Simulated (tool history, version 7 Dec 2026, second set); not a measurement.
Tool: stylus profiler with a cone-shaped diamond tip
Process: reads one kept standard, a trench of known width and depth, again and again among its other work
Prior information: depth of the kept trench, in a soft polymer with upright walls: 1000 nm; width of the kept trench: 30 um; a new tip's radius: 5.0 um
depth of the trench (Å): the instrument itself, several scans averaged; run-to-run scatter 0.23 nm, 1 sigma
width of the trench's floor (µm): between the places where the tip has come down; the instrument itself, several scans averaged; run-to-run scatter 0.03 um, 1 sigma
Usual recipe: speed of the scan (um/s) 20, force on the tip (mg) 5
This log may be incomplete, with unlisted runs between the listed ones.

| run | hour | speed of the scan (um/s) | force on the tip (mg) | depth of the trench (Å) | width of the trench's floor (µm) |
|---|---|---|---|---|---|
| 1 | 0 | 20 | 5 | 10087.7 | 23.96 |
| 2 | 19.5 | 20 | 5 | 10084.7 | 23.94 |
| 3 | 39.3 | 20 | 5 | 10082.1 | 23.96 |
| 4 | 63.8 | 20 | 5 | 10090 | 23.99 |
| 5 | 87.5 | 20 | 5.44 | 10090.7 | 23.97 |
| 6 | 100.9 | 20 | 5.44 | 10089.2 | 23.93 |
| 7 | 113.1 | 20 | 5.44 | 10091.2 | 24 |
| 8 | 127 | 20 | 5.44 | 10093.1 | 23.91 |
| 9 | 137.8 | 20 | 5.44 | 10088.4 | 23.93 |
| 10 | 159.2 | 20 | 5.44 | 10092.1 | 23.94 |
| 11 | 173.6 | 18 | 5 | 10086.3 | 23.99 |
| 12 | 190.9 | 20 | 5 | 10085.7 | 24 |
| 13 | 215.9 | 20 | 5.74 | 10095.7 | 23.93 |
| 14 | 238.8 | 10 | 5 | 10083.4 | 23.98 |
| 15 | 252.6 | 20 | 5 | 10087.5 | 23.95 |
| 16 | 263.1 | 20 | 5 | 10086 | 23.94 |
| 17 | 287.3 | 31 | 5 | 10087.7 | 23.92 |
| 18 | 306.1 | 31 | 5 | 10082.4 | 23.93 |
| 19 | 326.4 | 20 | 5 | 10088.8 | 23.95 |
| 20 | 342.6 | 20 | 5 | 10083.4 | 23.93 |
| 21 | 366.5 | 20 | 5 | 10084.4 | 23.9 |
| 22 | 380.3 | 9 | 5 | 10082.2 | 24.01 |
| 23 | 391 | 9 | 5 | 10087.5 | 24.02 |
| 24 | 405.7 | 13 | 7.95 | 10120.2 | 23.98 |
| 25 | 430.2 | 13 | 7.95 | 10121.6 | 23.99 |
| 26 | 445.4 | 13 | 7.95 | 10117.3 | 24 |
| 27 | 462.4 | 32 | 3.21 | 10062.1 | 23.88 |
| 28 | 480.4 | 32 | 3.21 | 10062.7 | 23.94 |
| 29 | 494 | 26 | 3.12 | 10062.8 | 23.89 |
| 30 | 510.4 | 7 | 6.08 | 10098.7 | 23.99 |
| 31 | 526.4 | 15 | 11.99 | 10156.6 | 23.96 |
| 32 | 544.7 | 17 | 5 | 10085.1 | 23.98 |
| 33 | 562.1 | 17 | 5 | 10086.4 | 23.97 |
| 34 | 574.4 | 17 | 5 | 10083.7 | 23.97 |
| 35 | 585.6 | 24 | 4.55 | 10083.8 | 23.91 |
| 36 | 607.2 | 24 | 4.55 | 10077.4 | 23.95 |
| 37 | 624.1 | 24 | 4.55 | 10082.8 | 23.95 |
| 38 | 646.5 | 24 | 4.55 | 10081.9 | 23.91 |
| 39 | 670.2 | 24 | 6.95 | 10111 | 23.93 |
| 40 | 691.4 | 13 | 2.07 | 10049.6 | 23.89 |
| 41 | 716.5 | 7 | 3.31 | 10067.3 | 23.95 |
| 42 | 739.4 | 18 | 5.54 | 10092.6 | 23.95 |
| 43 | 762.9 | 8 | 4.89 | 10084.7 | 23.96 |
| 44 | 787.6 | 8 | 2.42 | 10052.2 | 23.98 |
| 45 | 808.9 | 41 | 4.43 | 10078.8 | 23.87 |

Consider 4 possible next runs. They are alternatives, not a sequence: every one starts from the tool as it was left by run 45. What does each give?
| A | 828.1 | 8 | 1.98 | ? | ? |
| B | 828.1 | 59 | 5.97 | ? | ? |
| C | 828.1 | 41 | 4.77 | ? | ? |
| D | 828.1 | 14 | 5.4 | ? | ? |

| run | depth of the trench (Å) | width of the trench's floor (µm) |
|---|---|---|
| A | 10045.1 | 23.95 |
| B | 10099.5 | 23.92 |
| C | 10084.6 | 23.97 |
| D | 10092.4 | 23.94 |
Without the tool's hidden state the same runs would have given:
| run | depth of the trench (Å) | width of the trench's floor (µm) |
|---|---|---|
| A | 10044.9 | 23.96 |
| B | 10099.4 | 23.93 |
| C | 10084.4 | 23.98 |
| D | 10092.2 | 23.95 |
